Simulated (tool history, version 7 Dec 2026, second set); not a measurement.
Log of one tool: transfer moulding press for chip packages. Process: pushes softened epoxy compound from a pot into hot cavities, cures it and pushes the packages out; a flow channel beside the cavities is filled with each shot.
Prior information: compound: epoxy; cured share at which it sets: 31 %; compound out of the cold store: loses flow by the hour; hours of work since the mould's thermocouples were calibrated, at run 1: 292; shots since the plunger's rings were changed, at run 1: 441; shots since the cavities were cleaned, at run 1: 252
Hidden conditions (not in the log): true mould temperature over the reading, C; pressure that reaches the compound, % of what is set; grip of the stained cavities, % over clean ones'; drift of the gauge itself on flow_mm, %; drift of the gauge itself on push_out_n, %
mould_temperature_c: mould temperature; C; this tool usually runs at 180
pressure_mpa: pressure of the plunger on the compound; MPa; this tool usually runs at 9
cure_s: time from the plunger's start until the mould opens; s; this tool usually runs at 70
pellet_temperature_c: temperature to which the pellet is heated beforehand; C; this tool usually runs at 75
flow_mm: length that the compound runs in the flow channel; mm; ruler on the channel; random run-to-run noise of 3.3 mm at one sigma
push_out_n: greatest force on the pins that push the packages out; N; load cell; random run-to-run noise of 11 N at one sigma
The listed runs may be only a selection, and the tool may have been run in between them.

run	hour	mould_temperature_c	pressure_mpa	cure_s	pellet_temperature_c	hours of work since the mould's thermocouples were calibrated	shots since the plunger's rings were changed	shots since the cavities were cleaned	incoming compound's hours out of the cold store	flow_mm	push_out_n
1	0	180	9	70	75	292	441	252	47	497	597
2	10.7	180	9	70	75	298	594	405	33.3	537	643
3	23.9	180	9	70	75	305	783	594	23.2	567	699
4	34.7	180	9	70	77	311	936	747	45.6	506	709
# hour 38.1: cavities cleaned with cleaning compound and waxed
5	50	180	7.57	70	75	319	1133	169	15.5	547	838
6	65.3	180	7.79	70	75	328	1352	388	46.1	464	810
7	72.5	180	10.12	70	75	332	1454	490	31.4	576	783
# hour 81.9: cavities cleaned with cleaning compound and waxed, once more
8	89.2	183	9	70	75	340	1672	105	21.4	560	483
9	102.7	183	9	70	75	348	1864	297	26.4	549	525
10	115.2	183	9	70	75	355	2043	476	10.4	602	611
11	122.2	183	9	70	75	359	2142	575	22	566	621
12	130.7	180	9	70	75	364	2264	697	36.6	523	694
# hour 136.6: cavities cleaned with cleaning compound and waxed
13	141.1	185	9	70	75	369	2391	64	43.8	495	453
14	156.4	185	9	70	75	377	2610	283	26.5	541	506
15	168.9	185	9	70	75	384	2788	461	41.5	499	547
16	182	185	9	70	75	392	2975	648	39	501	573
17	189.4	185	10.87	70	70	396	3080	753	44.2	541	600
# hour 191.7: cavities cleaned with cleaning compound and waxed
18	204.1	175	8.64	70	75	403	3269	177	22.4	564	780
19	217.6	180	9	70	84	411	3461	369	26.3	548	636
20	230.4	181	10.96	75	78	418	3644	552	28.3	598	594
# hour 247.1: cavities cleaned with cleaning compound and waxed
21	247.2	181	8.22	75	78	426	3864	3	31.1	506	435
22	258.5	181	8.22	91	78	433	4025	164	31.5	507	474
23	266.9	180	9	64	75	438	4144	283	31.6	521	705
24	278.1	180	10.43	70	69	444	4305	444	11	639	668
25	292.1	180	9.12	70	75	452	4504	643	41.5	503	690
26	299	180	9.12	106	69	456	4603	742	23.5	551	582
# hour 302.7: cavities cleaned with cleaning compound and waxed
27	313.7	180	9.12	106	69	463	4791	156	10.8	596	449
# hour 318.6: plunger's sealing rings changed
28	328.5	180	9.16	70	78	470	143	332	15.7	598	638

4 ways to go on from here, each from the tool as it stands after run 28. What would each give?
A	342.1	180	9	109	74	477	336	525	44.6	?	?
B	342.1	187	9.16	74	84	477	336	525	9	?	?
C	342.1	173	6.85	65	75	477	336	525	32.6	?	?
D	342.1	180	9	70	78	477	336	525	8.3	?	?

run	flow_mm	push_out_n
A	507	523
B	609	543
C	495	1197
D	620	684
Take away the tool's hidden state, keep each run's random variation, and the runs would have read:
run	flow_mm	push_out_n
A	512	375
B	616	395
C	501	922
D	628	518
